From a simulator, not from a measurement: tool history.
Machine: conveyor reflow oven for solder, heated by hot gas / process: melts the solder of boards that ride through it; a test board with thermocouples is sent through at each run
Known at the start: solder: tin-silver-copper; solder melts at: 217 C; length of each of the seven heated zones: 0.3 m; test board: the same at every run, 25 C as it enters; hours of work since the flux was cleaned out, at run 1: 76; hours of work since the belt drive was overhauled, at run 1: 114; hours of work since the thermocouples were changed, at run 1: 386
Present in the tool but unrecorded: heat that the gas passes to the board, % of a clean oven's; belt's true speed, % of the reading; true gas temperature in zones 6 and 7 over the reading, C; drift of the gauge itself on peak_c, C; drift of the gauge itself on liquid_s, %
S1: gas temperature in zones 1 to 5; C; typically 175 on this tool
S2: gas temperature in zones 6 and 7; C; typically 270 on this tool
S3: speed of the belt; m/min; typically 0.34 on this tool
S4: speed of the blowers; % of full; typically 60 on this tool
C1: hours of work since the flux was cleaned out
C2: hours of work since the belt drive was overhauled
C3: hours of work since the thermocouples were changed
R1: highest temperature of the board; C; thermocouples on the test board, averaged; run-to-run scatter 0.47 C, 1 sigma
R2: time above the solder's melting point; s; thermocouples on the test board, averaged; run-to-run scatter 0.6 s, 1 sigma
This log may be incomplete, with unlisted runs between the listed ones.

run	hour	S1	S2	S3	S4	C1	C2	C3	R1	R2
1	0	175	270	0.34	60	76	114	386	252.9	79.7
2	14.7	175	270	0.34	60	85	123	395	251.3	79.2
3	28.9	175	270	0.34	60	93	132	403	252	79.5
4	38.7	175	270	0.34	60	99	138	409	252	79.9
5	51.1	175	270	0.34	60	107	145	417	251.7	79.2
6	62.3	175	270	0.34	60	114	152	424	251.7	78.8
7	73.4	175	270	0.34	60	121	159	430	251.7	79
8	88.6	175	270	0.406	60	130	168	440	245	56.7
9	97.6	175	270	0.406	60	135	174	445	245.5	57.6
10	105.3	175	270	0.406	60	140	178	450	245.1	58.2
11	120.1	175	270	0.34	62	149	187	459	251.3	79.3
12	128.2	175	270	0.34	62	154	192	464	252.3	78.8
13	135	175	270	0.34	62	158	196	468	252.8	78.1
14	149.7	175	270	0.325	80	167	205	477	258.1	89.6
15	157.8	175	270	0.325	69	172	210	482	254.8	86.6
16	172.1	175	270	0.354	60	181	219	491	249.6	73
17	179	175	282	0.291	62	185	223	495	266.4	107.4
18	191	175	282	0.291	62	192	231	502	266.7	107.2
19	201.8	165	282	0.282	62	199	237	509	266.9	106.1
20	216.9	165	282	0.282	62	208	246	518	267.1	106.4
21	229.3	187	262	0.341	63	216	254	526	246.4	80.1
22	239.6	175	270	0.291	60	222	260	532	256.4	96.1
23	246	175	270	0.291	60	226	264	536	255.7	97.1
24	252.4	175	270	0.395	79	230	268	540	251.1	66.4
25	267.9	184	277	0.395	79	239	278	549	257.6	76.4

For some of the steps in R1 from one run to the next: how much would appear even if the tool had no hidden state, given the settings, what came in and random variation, and how much remains for the hidden state plus any gauge scatter that the measured result and the result without hidden state don't share?
Run 7 -> 8: S3 0.34 -> 0.406. R1 -6.7 C: hidden state -0.4, all else -6.3.
Run 16 -> 17: S2 270 -> 282, S3 0.354 -> 0.291, S4 60 -> 62. R1 +16.8 C: hidden state +0.1, all else +16.7.
Run 20 -> 21: S1 165 -> 187, S2 282 -> 262, S3 0.282 -> 0.341, S4 62 -> 63. R1 -20.7 C: hidden state +0.3, all else -21.
Run 23 -> 24: S3 0.291 -> 0.395, S4 60 -> 79. R1 -4.6 C: hidden state -0.9, all else -3.7.
